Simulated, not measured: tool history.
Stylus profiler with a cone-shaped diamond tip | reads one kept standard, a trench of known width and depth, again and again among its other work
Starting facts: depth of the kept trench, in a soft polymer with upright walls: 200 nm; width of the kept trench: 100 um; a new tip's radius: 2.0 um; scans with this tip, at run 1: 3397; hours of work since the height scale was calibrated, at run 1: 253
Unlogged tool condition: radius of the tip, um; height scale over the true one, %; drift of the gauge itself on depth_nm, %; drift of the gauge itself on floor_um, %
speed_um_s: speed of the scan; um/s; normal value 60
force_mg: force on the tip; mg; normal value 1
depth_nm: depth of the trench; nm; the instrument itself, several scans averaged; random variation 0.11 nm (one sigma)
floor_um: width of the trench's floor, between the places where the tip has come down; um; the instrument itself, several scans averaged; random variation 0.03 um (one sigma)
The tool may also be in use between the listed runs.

run     day  speed_um_s  force_mg  scans with this tip  hours of work since the height scale was calibrated  depth_nm  floor_um
  1       0          60         1                 3397                                                  253    201.44     97.52
  2   0.625          60         1                 3502                                                  261    201.62     97.42
  3   1.204          36         1                 3599                                                  268    201.47     97.63
  4   1.692          60         1                 3681                                                  274    201.57     97.47
  5   2.346          60         1                 3791                                                  283    201.53     97.44
  6   2.808          60         1                 3868                                                  288    201.61     97.38
  7   3.262         201         1                 3945                                                  294    201.55     96.17
  8   3.596         201         1                 4001                                                  298    201.56     96.18
  9   3.933         201         1                 4058                                                  303    201.61     96.21
 10   4.575         188         1                 4165                                                  311    201.72     96.26
 11   4.883         188         1                 4217                                                  314     201.5     96.25
 12   5.221          60         1                 4273                                                  319    201.52     97.37
 13   5.592          60         1                 4336                                                  323    201.54     97.31
 14   6.067         128         1                 4415                                                  329    201.48     96.77
 15   6.646          16         1                 4512                                                  337    201.59     97.82
 16   7.008          16      0.83                 4574                                                  341    201.26     97.75
 17   7.317         198         1                 4625                                                  345    201.45     96.15
 18   7.958          60      0.62                 4733                                                  353    200.78     97.24
 19   8.562          60      0.62                 4835                                                  361    201.25      97.2
 20   9.129          60      0.62                 4930                                                  368    200.86     97.19
 21   9.667          60         1                 5020                                                  374    201.53     97.32
 22  10.112          17         1                 5094                                                  380    201.55     97.77
 23  10.579          60         1                 5173                                                  386    201.46     97.32
 24  10.904          20      0.76                 5227                                                  390    201.34     97.63
 25  11.392          39      0.76                 5309                                                  396    201.19     97.42
 26  12.046          39      0.76                 5419                                                  404    201.05     97.42
 27  12.517          52      0.84                 5498                                                  410     201.2     97.33
 28  13.175         239      0.34                 5609                                                  418    200.32     94.17
 29  13.679         179      0.56                 5693                                                  425    200.94      95.7
      13.75  -- height scale calibrated on a step standard
 30  14.029          39      0.35                 5749                                                    3    200.29     97.26
 31  14.692          78       2.6                 5860                                                   12    202.97      97.4
 32  15.188          78       2.6                 5943                                                   18    202.96      97.4
 33  15.579         173      0.62                 6009                                                   23    200.89     95.82
     15.792  -- height scale calibrated on a step standard, once more
 34  16.154         124      1.54                 6102                                                    5    202.26     96.92
 35  16.792         124      1.54                 6209                                                   13    202.32     96.88
 36    17.4         124      1.54                 6311                                                   20    202.26     96.89
 37  17.779          29      2.99                 6375                                                   25    203.79     97.64
 38  18.108         227      2.63                 6430                                                   29    203.53     96.55
 39  18.683         234      0.56                 6526                                                   36    200.98     94.98
 40  19.338         224      0.91                 6636                                                   44    201.53     95.66
 41  19.679         210         1                 6694                                                   49    201.72     95.87
 42   20.15          46      1.75                 6773                                                   55    202.66     97.44
 43  20.758          17      0.45                 6875                                                   62    200.73     97.54
 44   21.05          17      0.45                 6924                                                   66    201.04     97.49
 45  21.675          17      0.45                 7029                                                   74       201      97.5

Predict each of these 3 candidate next runs independently; none follows another, all start after run 45:
  A  21.979          32      0.39                 7080                                                   77         ?         ?
  B  21.979         128      2.26                 7080                                                   77         ?         ?
  C  21.979         110      0.58                 7080                                                   77         ?         ?

run  depth_nm  floor_um
  A    200.78      97.3
  B    202.82     96.95
  C    201.11     96.45
With no hidden state in the tool, these same runs would have given:
run  depth_nm  floor_um
  A    201.02     97.83
  B    203.06     97.48
  C    201.35     96.98

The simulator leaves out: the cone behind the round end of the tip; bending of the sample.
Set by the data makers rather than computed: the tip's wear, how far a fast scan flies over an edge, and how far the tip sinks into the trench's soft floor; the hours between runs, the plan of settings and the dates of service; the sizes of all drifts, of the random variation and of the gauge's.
